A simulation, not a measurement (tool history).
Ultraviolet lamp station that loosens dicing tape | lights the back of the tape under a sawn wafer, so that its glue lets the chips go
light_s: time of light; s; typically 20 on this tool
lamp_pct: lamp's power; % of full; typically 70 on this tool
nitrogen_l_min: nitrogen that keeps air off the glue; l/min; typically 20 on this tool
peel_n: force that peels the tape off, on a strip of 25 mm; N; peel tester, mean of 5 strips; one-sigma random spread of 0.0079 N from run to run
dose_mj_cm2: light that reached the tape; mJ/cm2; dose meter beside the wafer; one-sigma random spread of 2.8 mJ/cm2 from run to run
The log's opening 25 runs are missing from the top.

run,hour,light_s,lamp_pct,nitrogen_l_min,hours of work of the lamp,hours of work since the window was cleaned,peel_n,dose_mj_cm2
26,156.1,20,94,8,169,89,0.384,472
27,160.6,38,94,37,172,92,0.25,902
28,169.1,14,63,12,176,96,0.801,220
29,175,15,64,12,180,100,0.732,240
30,181.3,20,74,20,183,103,0.311,365
31,187.1,15,94,18,187,106,0.357,351
32,190.8,31,76,20,189,109,0.236,580
33,199.9,14,76,9,194,114,0.747,263
34,209,14,76,9,199,119,0.746,257
35,214.7,14,76,9,202,122,0.751,264
36,222,14,80,9,206,126,0.723,272
37,229.7,20,100,20,210,130,0.256,490
38,234.1,23,60,8,213,133,0.565,333
39,243.1,27,60,21,218,138,0.305,394
40,250.8,15,94,11,222,142,0.488,337
41,256,15,94,11,225,145,0.486,339
42,261.3,20,87,11,228,148,0.381,418
43,265.1,21,66,22,230,150,0.338,330
44,271.6,18,86,11,234,154,0.432,367

Consider 4 possible next runs. They are alternatives, not a sequence: every one starts from the tool as it was left by run 44. What does each give?
A,276.5,11,70,8,237,157,?,?
B,276.5,23,76,16,237,157,?,?
C,276.5,18,86,8,237,157,?,?
D,276.5,37,86,8,237,157,?,?

run,peel_n,dose_mj_cm2
A,1.181,184
B,0.317,413
C,0.509,367
D,0.256,750
Without the tool's hidden state the same runs would have given:
run,peel_n,dose_mj_cm2
A,1.008,213
B,0.282,480
C,0.416,426
D,0.245,872
